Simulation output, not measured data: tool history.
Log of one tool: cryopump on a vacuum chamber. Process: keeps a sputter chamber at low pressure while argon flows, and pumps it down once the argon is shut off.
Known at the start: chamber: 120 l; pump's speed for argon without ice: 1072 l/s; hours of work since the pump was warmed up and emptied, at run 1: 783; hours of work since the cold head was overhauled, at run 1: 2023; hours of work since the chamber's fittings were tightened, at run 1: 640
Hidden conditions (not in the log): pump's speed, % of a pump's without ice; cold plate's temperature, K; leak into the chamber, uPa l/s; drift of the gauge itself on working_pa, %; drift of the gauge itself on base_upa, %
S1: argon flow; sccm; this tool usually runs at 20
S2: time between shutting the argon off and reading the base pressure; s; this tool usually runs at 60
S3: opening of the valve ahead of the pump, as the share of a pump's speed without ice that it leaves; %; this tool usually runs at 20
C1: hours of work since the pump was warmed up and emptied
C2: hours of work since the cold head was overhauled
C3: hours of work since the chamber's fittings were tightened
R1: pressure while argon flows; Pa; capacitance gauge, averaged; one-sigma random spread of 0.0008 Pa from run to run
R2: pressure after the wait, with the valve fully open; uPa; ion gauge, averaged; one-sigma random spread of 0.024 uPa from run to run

Run 1, hour 0: usual settings; C1 783; C2 2023; C3 640. Result: R1 0.1671 Pa, R2 1.45 uPa.
Run 2, hour 47.2: usual settings; C1 820; C2 2060; C3 677. Result: R1 0.1667 Pa, R2 1.54 uPa.
Run 3, hour 105.3: usual settings; C1 866; C2 2106; C3 723. Result: R1 0.1671 Pa, R2 1.53 uPa.
Run 4, hour 163.6: usual settings; C1 912; C2 2152; C3 769. Result: R1 0.1671 Pa, R2 1.58 uPa.
Run 5, hour 228.2: usual settings; C1 962; C2 2203; C3 820. Result: R1 0.1678 Pa, R2 1.61 uPa.
Run 6, hour 262: usual settings but S1 22 sccm; C1 989; C2 2229; C3 846. Result: R1 0.1851 Pa, R2 1.61 uPa.
Run 7, hour 312.2: usual settings but S1 22 sccm; C1 1028; C2 2269; C3 886. Result: R1 0.1865 Pa, R2 1.76 uPa.
Run 8, hour 368.9: usual settings but S1 22 sccm; C1 1073; C2 2313; C3 931. Result: R1 0.1848 Pa, R2 1.73 uPa.
Run 9, hour 435.2: usual settings but S1 22 sccm; C1 1125; C2 2365; C3 983. Result: R1 0.1867 Pa, R2 1.82 uPa.
Run 10, hour 472: usual settings; C1 1154; C2 2394; C3 1012. Result: R1 0.1704 Pa, R2 1.87 uPa.
At hour 498.3: pump warmed up, emptied and cooled again.
Run 11, hour 511: usual settings; C1 10; C2 2421; C3 1038. Result: R1 0.1591 Pa, R2 1.46 uPa.
Run 12, hour 554: usual settings but S1 9 sccm; C1 44; C2 2455; C3 1072. Result: R1 0.0725 Pa, R2 1.61 uPa.
Run 13, hour 610.2: usual settings but S1 9 sccm; C1 88; C2 2499; C3 1117. Result: R1 0.0712 Pa, R2 1.62 uPa.
Run 14, hour 677.7: usual settings but S1 9 sccm; C1 141; C2 2552; C3 1170. Result: R1 0.0715 Pa, R2 1.62 uPa.
Run 15, hour 748.7: usual settings but S1 9 sccm; C1 197; C2 2608; C3 1226. Result: R1 0.0718 Pa, R2 1.72 uPa.
Run 16, hour 810.6: usual settings; C1 246; C2 2657; C3 1274. Result: R1 0.1604 Pa, R2 1.74 uPa.
Run 17, hour 853.7: usual settings; C1 280; C2 2691; C3 1308. Result: R1 0.1595 Pa, R2 1.74 uPa.
At hour 919.5: leaking fittings of the chamber tightened, without venting.
Run 18, hour 927.3: usual settings; C1 336; C2 2747; C3 6. Result: R1 0.1621 Pa, R2 0.99 uPa.
Run 19, hour 973.8: usual settings; C1 373; C2 2784; C3 43. Result: R1 0.1604 Pa, R2 1 uPa.
Run 20, hour 1045: usual settings; C1 429; C2 2840; C3 99. Result: R1 0.1611 Pa, R2 1.03 uPa.
Run 21, hour 1087: usual settings but S2 211 s, S3 49 %; C1 462; C2 2873; C3 132. Result: R1 0.0691 Pa, R2 0.6 uPa.
Run 22, hour 1129: usual settings but S2 211 s, S3 49 %; C1 495; C2 2906; C3 165. Result: R1 0.0687 Pa, R2 0.64 uPa.
Run 23, hour 1189: usual settings but S3 25 %; C1 542; C2 2953; C3 212. Result: R1 0.1319 Pa, R2 1.14 uPa.
Run 24, hour 1255.4: usual settings but S1 11 sccm, S2 69 s, S3 55 %; C1 594; C2 3005; C3 264. Result: R1 0.0346 Pa, R2 1.08 uPa.
Run 25, hour 1322.4: usual settings but S1 27 sccm, S2 69 s, S3 19 %; C1 647; C2 3058; C3 317. Result: R1 0.2313 Pa, R2 1.15 uPa.
Run 26, hour 1362.7: usual settings but S1 23 sccm, S2 196 s, S3 43 %; C1 679; C2 3090; C3 349. Result: R1 0.0927 Pa, R2 0.81 uPa.
Run 27, hour 1404: usual settings but S1 23 sccm, S2 196 s, S3 43 %; C1 711; C2 3122; C3 381. Result: R1 0.0907 Pa, R2 0.77 uPa.
Run 28, hour 1463.3: usual settings but S1 23 sccm, S2 196 s, S3 43 %; C1 758; C2 3169; C3 428. Result: R1 0.0937 Pa, R2 0.79 uPa.

Estimate the outcome of run 29 from the log above:
Run 29, hour 1493.7: usual settings but S1 23 sccm, S2 23 s, S3 34 %; C1 782; C2 3193; C3 452. Result: R1 ?, R2 ?.

Run 29 yielded R1 0.1163 Pa, R2 2.34 uPa.
Had the tool carried no hidden state, the very same run would have given R1 0.107 Pa, R2 1.97 uPa.
